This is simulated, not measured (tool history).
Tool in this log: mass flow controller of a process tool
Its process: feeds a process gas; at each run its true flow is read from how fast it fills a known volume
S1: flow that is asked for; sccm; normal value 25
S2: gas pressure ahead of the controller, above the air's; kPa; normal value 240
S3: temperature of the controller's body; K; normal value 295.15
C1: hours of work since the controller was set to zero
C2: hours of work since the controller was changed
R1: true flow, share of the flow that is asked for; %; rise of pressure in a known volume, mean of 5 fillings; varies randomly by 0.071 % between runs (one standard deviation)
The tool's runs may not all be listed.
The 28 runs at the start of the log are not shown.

Run 29, day 263.612: usual settings but S1 45 sccm, S2 245 kPa, S3 305.15 K; C1 2178; C2 7937. Result: R1 99.62 %.
Run 30, day 276.038: usual settings but S1 45 sccm, S2 245 kPa, S3 305.15 K; C1 2314; C2 8073. Result: R1 99.64 %.
Run 31, day 288.633: usual settings but S1 9 sccm, S2 167 kPa, S3 300.15 K; C1 2452; C2 8211. Result: R1 97.11 %.
Run 32, day 298.729: usual settings but S1 9 sccm, S2 265 kPa, S3 300.15 K; C1 2563; C2 8322. Result: R1 97.21 %.
Run 33, day 309.400: usual settings but S1 50 sccm; C1 2680; C2 8439. Result: R1 99.09 %.
Run 34, day 321.829: usual settings but S2 197 kPa; C1 2816; C2 8575. Result: R1 98.23 %.
Run 35, day 330.621: usual settings but S1 28 sccm, S2 265 kPa, S3 294.15 K; C1 2912; C2 8671. Result: R1 98.45 %.
Run 36, day 339.154: usual settings but S1 10 sccm, S2 247 kPa, S3 303.15 K; C1 3006; C2 8765. Result: R1 97.34 %.
Run 37, day 345.567: usual settings but S1 10 sccm, S2 247 kPa, S3 303.15 K; C1 3076; C2 8835. Result: R1 97.35 %.
Run 38, day 358.346: usual settings but S1 10 sccm, S2 247 kPa, S3 303.15 K; C1 3216; C2 8975. Result: R1 97.13 %.
Run 39, day 369.583: usual settings but S1 10 sccm, S2 238 kPa, S3 302.15 K; C1 3339; C2 9098. Result: R1 97.08 %.
Run 40, day 375.975: usual settings; C1 3409; C2 9169. Result: R1 98.07 %.
Run 41, day 383.942: usual settings; C1 3497; C2 9256. Result: R1 98.16 %.
Run 42, day 395.933: usual settings but S1 10 sccm, S3 293.15 K; C1 3628; C2 9387. Result: R1 96.35 %.
Run 43, day 405.404: usual settings but S1 6 sccm, S2 237 kPa, S3 300.15 K; C1 3732; C2 9491. Result: R1 95.15 %.

Predict each of these 4 candidate next runs independently; none follows another, all start after run 43:
Run A, day 414.629: usual settings but S1 8 sccm, S3 304.15 K; C1 3833; C2 9592. Result: R1 ?.
Run B, day 414.629: usual settings but S1 6 sccm, S2 165 kPa, S3 312.15 K; C1 3833; C2 9592. Result: R1 ?.
Run C, day 414.629: usual settings but S1 6 sccm, S2 248 kPa, S3 312.15 K; C1 3833; C2 9592. Result: R1 ?.
Run D, day 414.629: usual settings but S2 147 kPa, S3 305.15 K; C1 3833; C2 9592. Result: R1 ?.

run     R1
  A  96.35
  B  95.56
  C  95.83
  D  98.27
With the hidden condition removed and each run's random variation left untouched, the same runs would have given:
run      R1
  A   99.86
  B  100.03
  C  100.29
  D   99.82
